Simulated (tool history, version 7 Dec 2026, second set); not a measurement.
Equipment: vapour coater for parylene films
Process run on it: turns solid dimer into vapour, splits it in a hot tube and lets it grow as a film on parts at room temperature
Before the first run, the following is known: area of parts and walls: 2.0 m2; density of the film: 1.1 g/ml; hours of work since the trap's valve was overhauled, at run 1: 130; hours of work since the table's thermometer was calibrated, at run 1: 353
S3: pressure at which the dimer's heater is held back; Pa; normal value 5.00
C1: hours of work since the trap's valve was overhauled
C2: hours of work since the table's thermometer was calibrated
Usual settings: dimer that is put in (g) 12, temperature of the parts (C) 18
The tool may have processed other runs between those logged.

run 1 hour=0.0 | dimer_that_is_put_in_(g)=12 temperature_of_the_parts_(C)=18 S3=5.00 | C1=130 C2=353 | thickness_of_the_film_(nm)=3110
run 2 hour=62.5 | dimer_that_is_put_in_(g)=12 temperature_of_the_parts_(C)=18 S3=5.00 | C1=164 C2=386 | thickness_of_the_film_(nm)=3130
run 3 hour=120.5 | dimer_that_is_put_in_(g)=12 temperature_of_the_parts_(C)=18 S3=3.47 | C1=195 C2=417 | thickness_of_the_film_(nm)=3310
run 4 hour=195.9 | dimer_that_is_put_in_(g)=12 temperature_of_the_parts_(C)=18 S3=5.00 | C1=235 C2=458 | thickness_of_the_film_(nm)=3070
run 5 hour=271.3 | dimer_that_is_put_in_(g)=12 temperature_of_the_parts_(C)=18 S3=5.00 | C1=276 C2=499 | thickness_of_the_film_(nm)=3100
-- hour=317.4 trap's valve overhauled
run 6 hour=342.2 | dimer_that_is_put_in_(g)=12 temperature_of_the_parts_(C)=18 S3=5.00 | C1=13 C2=535 | thickness_of_the_film_(nm)=3210
run 7 hour=416.1 | dimer_that_is_put_in_(g)=12 temperature_of_the_parts_(C)=18 S3=5.00 | C1=53 C2=575 | thickness_of_the_film_(nm)=3150
run 8 hour=461.1 | dimer_that_is_put_in_(g)=12 temperature_of_the_parts_(C)=18 S3=5.00 | C1=77 C2=599 | thickness_of_the_film_(nm)=3180
run 9 hour=516.2 | dimer_that_is_put_in_(g)=12 temperature_of_the_parts_(C)=18 S3=5.00 | C1=107 C2=628 | thickness_of_the_film_(nm)=3100
run 10 hour=572.7 | dimer_that_is_put_in_(g)=12 temperature_of_the_parts_(C)=18 S3=5.00 | C1=137 C2=659 | thickness_of_the_film_(nm)=3140
run 11 hour=624.0 | dimer_that_is_put_in_(g)=12 temperature_of_the_parts_(C)=18 S3=5.00 | C1=165 C2=686 | thickness_of_the_film_(nm)=3060
run 12 hour=692.6 | dimer_that_is_put_in_(g)=12 temperature_of_the_parts_(C)=18 S3=5.00 | C1=202 C2=723 | thickness_of_the_film_(nm)=3070
run 13 hour=738.1 | dimer_that_is_put_in_(g)=12 temperature_of_the_parts_(C)=18 S3=5.00 | C1=226 C2=748 | thickness_of_the_film_(nm)=3030
run 14 hour=771.0 | dimer_that_is_put_in_(g)=12 temperature_of_the_parts_(C)=18 S3=5.00 | C1=244 C2=766 | thickness_of_the_film_(nm)=3000
run 15 hour=839.3 | dimer_that_is_put_in_(g)=12 temperature_of_the_parts_(C)=18 S3=5.00 | C1=281 C2=802 | thickness_of_the_film_(nm)=2990
-- hour=878.3 trap's valve overhauled
run 16 hour=907.9 | dimer_that_is_put_in_(g)=12 temperature_of_the_parts_(C)=18 S3=5.00 | C1=16 C2=837 | thickness_of_the_film_(nm)=3200
run 17 hour=972.3 | dimer_that_is_put_in_(g)=12 temperature_of_the_parts_(C)=19 S3=5.00 | C1=51 C2=872 | thickness_of_the_film_(nm)=3110
run 18 hour=1016.1 | dimer_that_is_put_in_(g)=15 temperature_of_the_parts_(C)=13 S3=2.03 | C1=74 C2=895 | thickness_of_the_film_(nm)=5240
run 19 hour=1065.5 | dimer_that_is_put_in_(g)=8 temperature_of_the_parts_(C)=23 S3=4.58 | C1=101 C2=922 | thickness_of_the_film_(nm)=1880
run 20 hour=1116.3 | dimer_that_is_put_in_(g)=8 temperature_of_the_parts_(C)=23 S3=4.58 | C1=128 C2=949 | thickness_of_the_film_(nm)=1910
run 21 hour=1182.7 | dimer_that_is_put_in_(g)=12 temperature_of_the_parts_(C)=27 S3=2.23 | C1=164 C2=985 | thickness_of_the_film_(nm)=2960
run 22 hour=1233.4 | dimer_that_is_put_in_(g)=17 temperature_of_the_parts_(C)=21 S3=4.64 | C1=191 C2=1012 | thickness_of_the_film_(nm)=4210
run 23 hour=1274.9 | dimer_that_is_put_in_(g)=17 temperature_of_the_parts_(C)=21 S3=4.64 | C1=214 C2=1035 | thickness_of_the_film_(nm)=4120
run 24 hour=1316.2 | dimer_that_is_put_in_(g)=17 temperature_of_the_parts_(C)=21 S3=4.64 | C1=236 C2=1057 | thickness_of_the_film_(nm)=4140
run 25 hour=1377.3 | dimer_that_is_put_in_(g)=17 temperature_of_the_parts_(C)=21 S3=4.64 | C1=269 C2=1090 | thickness_of_the_film_(nm)=4100
-- hour=1435.4 trap's valve overhauled
run 26 hour=1458.0 | dimer_that_is_put_in_(g)=17 temperature_of_the_parts_(C)=21 S3=4.64 | C1=12 C2=1131 | thickness_of_the_film_(nm)=4320
run 27 hour=1529.4 | dimer_that_is_put_in_(g)=13 temperature_of_the_parts_(C)=18 S3=2.54 | C1=51 C2=1170 | thickness_of_the_film_(nm)=3860
run 28 hour=1587.8 | dimer_that_is_put_in_(g)=14 temperature_of_the_parts_(C)=13 S3=6.07 | C1=82 C2=1201 | thickness_of_the_film_(nm)=3930
run 29 hour=1657.8 | dimer_that_is_put_in_(g)=14 temperature_of_the_parts_(C)=13 S3=6.07 | C1=120 C2=1239 | thickness_of_the_film_(nm)=3970
run 30 hour=1727.6 | dimer_that_is_put_in_(g)=12 temperature_of_the_parts_(C)=14 S3=7.15 | C1=157 C2=1276 | thickness_of_the_film_(nm)=3140
run 31 hour=1803.9 | dimer_that_is_put_in_(g)=12 temperature_of_the_parts_(C)=14 S3=7.15 | C1=198 C2=1317 | thickness_of_the_film_(nm)=3110
-- hour=1858.6 table's thermometer calibrated
run 32 hour=1858.6 | dimer_that_is_put_in_(g)=12 temperature_of_the_parts_(C)=14 S3=7.15 | C1=227 C2=0 | thickness_of_the_film_(nm)=3180
run 33 hour=1922.0 | dimer_that_is_put_in_(g)=12 temperature_of_the_parts_(C)=14 S3=7.15 | C1=261 C2=34 | thickness_of_the_film_(nm)=3100
-- hour=1995.3 trap's valve overhauled
run 34 hour=1999.4 | dimer_that_is_put_in_(g)=19 temperature_of_the_parts_(C)=25 S3=4.48 | C1=2 C2=74 | thickness_of_the_film_(nm)=4550

Same runs, no hidden state in the tool, same run-to-run variation:
Hidden conditions of the tool in this case: vapour lost through the trap's worn valve, %; true temperature of the parts over the reading, C; drift of the gauge itself on film_um, %.
run=1 thickness_of_the_film_(nm)=3230
run=2 thickness_of_the_film_(nm)=3280
run=3 thickness_of_the_film_(nm)=3500
run=4 thickness_of_the_film_(nm)=3280
run=5 thickness_of_the_film_(nm)=3350
run=6 thickness_of_the_film_(nm)=3280
run=7 thickness_of_the_film_(nm)=3250
run=8 thickness_of_the_film_(nm)=3300
run=9 thickness_of_the_film_(nm)=3250
run=10 thickness_of_the_film_(nm)=3310
run=11 thickness_of_the_film_(nm)=3250
run=12 thickness_of_the_film_(nm)=3290
run=13 thickness_of_the_film_(nm)=3260
run=14 thickness_of_the_film_(nm)=3250
run=15 thickness_of_the_film_(nm)=3270
run=16 thickness_of_the_film_(nm)=3270
run=17 thickness_of_the_film_(nm)=3200
run=18 thickness_of_the_film_(nm)=5420
run=19 thickness_of_the_film_(nm)=1960
run=20 thickness_of_the_film_(nm)=2000
run=21 thickness_of_the_film_(nm)=3140
run=22 thickness_of_the_film_(nm)=4480
run=23 thickness_of_the_film_(nm)=4410
run=24 thickness_of_the_film_(nm)=4460
run=25 thickness_of_the_film_(nm)=4450
run=26 thickness_of_the_film_(nm)=4440
run=27 thickness_of_the_film_(nm)=4010
run=28 thickness_of_the_film_(nm)=4110
run=29 thickness_of_the_film_(nm)=4190
run=30 thickness_of_the_film_(nm)=3340
run=31 thickness_of_the_film_(nm)=3340
run=32 thickness_of_the_film_(nm)=3360
run=33 thickness_of_the_film_(nm)=3310
run=34 thickness_of_the_film_(nm)=4570
